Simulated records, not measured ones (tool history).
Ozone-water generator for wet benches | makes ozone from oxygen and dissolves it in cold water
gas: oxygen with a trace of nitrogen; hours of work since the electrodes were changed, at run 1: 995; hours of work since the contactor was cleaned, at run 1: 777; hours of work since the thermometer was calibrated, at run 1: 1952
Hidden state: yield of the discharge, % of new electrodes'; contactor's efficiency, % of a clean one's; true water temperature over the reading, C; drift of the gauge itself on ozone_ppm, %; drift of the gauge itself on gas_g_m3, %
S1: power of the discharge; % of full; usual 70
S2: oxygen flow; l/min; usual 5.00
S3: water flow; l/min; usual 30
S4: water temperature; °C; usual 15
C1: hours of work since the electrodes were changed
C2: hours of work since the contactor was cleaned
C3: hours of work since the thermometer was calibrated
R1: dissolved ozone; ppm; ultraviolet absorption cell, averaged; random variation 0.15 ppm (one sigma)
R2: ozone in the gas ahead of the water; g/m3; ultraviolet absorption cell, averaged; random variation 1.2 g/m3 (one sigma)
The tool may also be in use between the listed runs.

| run | hour | S1 | S2 | S3 | S4 | C1 | C2 | C3 | R1 | R2 |
|---|---|---|---|---|---|---|---|---|---|---|
| 1 | 0.0 | 70 | 5.00 | 30 | 15 | 995 | 777 | 1952 | 18.1 | 211.4 |
| 2 | 30.6 | 70 | 5.00 | 30 | 15 | 1020 | 802 | 1977 | 18.0 | 210.7 |
| 3 | 47.2 | 70 | 5.00 | 30 | 15 | 1034 | 816 | 1991 | 18.2 | 213.8 |
| 4 | 65.4 | 70 | 5.00 | 30 | 15 | 1049 | 831 | 2006 | 18.1 | 210.6 |
| 5 | 90.8 | 70 | 5.00 | 30 | 18 | 1071 | 852 | 2027 | 17.4 | 210.3 |
| 6 | 108.9 | 70 | 5.00 | 29 | 15 | 1086 | 868 | 2043 | 18.5 | 209.6 |
| 7 | 121.6 | 70 | 5.00 | 29 | 15 | 1096 | 878 | 2053 | 18.4 | 210.0 |
| 8 | 147.7 | 70 | 5.00 | 30 | 9 | 1118 | 900 | 2075 | 18.9 | 210.3 |
| 9 | 164.0 | 70 | 5.00 | 30 | 15 | 1132 | 914 | 2089 | 17.8 | 209.1 |
| 10 | 182.3 | 70 | 5.00 | 30 | 15 | 1147 | 929 | 2104 | 18.0 | 209.6 |
| 11 | 196.7 | 70 | 5.00 | 30 | 15 | 1159 | 941 | 2116 | 17.9 | 209.7 |
| 12 | 211.4 | 70 | 5.00 | 30 | 9 | 1171 | 953 | 2128 | 18.9 | 211.0 |
| 13 | 236.5 | 70 | 3.69 | 30 | 12 | 1192 | 974 | 2149 | 17.1 | 243.5 |
| 14 | 259.4 | 70 | 3.62 | 45 | 12 | 1212 | 993 | 2168 | 11.4 | 247.8 |
| 15 | 278.0 | 54 | 3.62 | 45 | 12 | 1227 | 1009 | 2184 | 9.3 | 203.0 |
|  | 284.3 | contactor cleaned |
| 16 | 312.3 | 89 | 5.00 | 30 | 20 | 1252 | 23 | 2209 | 20.0 | 250.0 |
| 17 | 340.1 | 89 | 5.00 | 30 | 20 | 1276 | 47 | 2232 | 20.2 | 249.0 |
|  | 351.6 | contactor cleaned, once more |
| 18 | 365.4 | 98 | 4.20 | 32 | 9 | 1293 | 12 | 2250 | 22.1 | 292.5 |
| 19 | 389.2 | 48 | 5.00 | 32 | 15 | 1313 | 31 | 2270 | 12.8 | 157.7 |
| 20 | 404.3 | 79 | 2.60 | 32 | 15 | 1326 | 44 | 2283 | 15.5 | 314.9 |

Forecast run 21:
| 21 | 434.3 | 70 | 7.16 | 25 | 19 | 1351 | 69 | 2308 | ? | ? |

{"run 21": {"R1": 20.7, "R2": 174.1}}
Without the tool's hidden state the same run would have given R1 22.0 ppm, R2 183.1 g/m3.
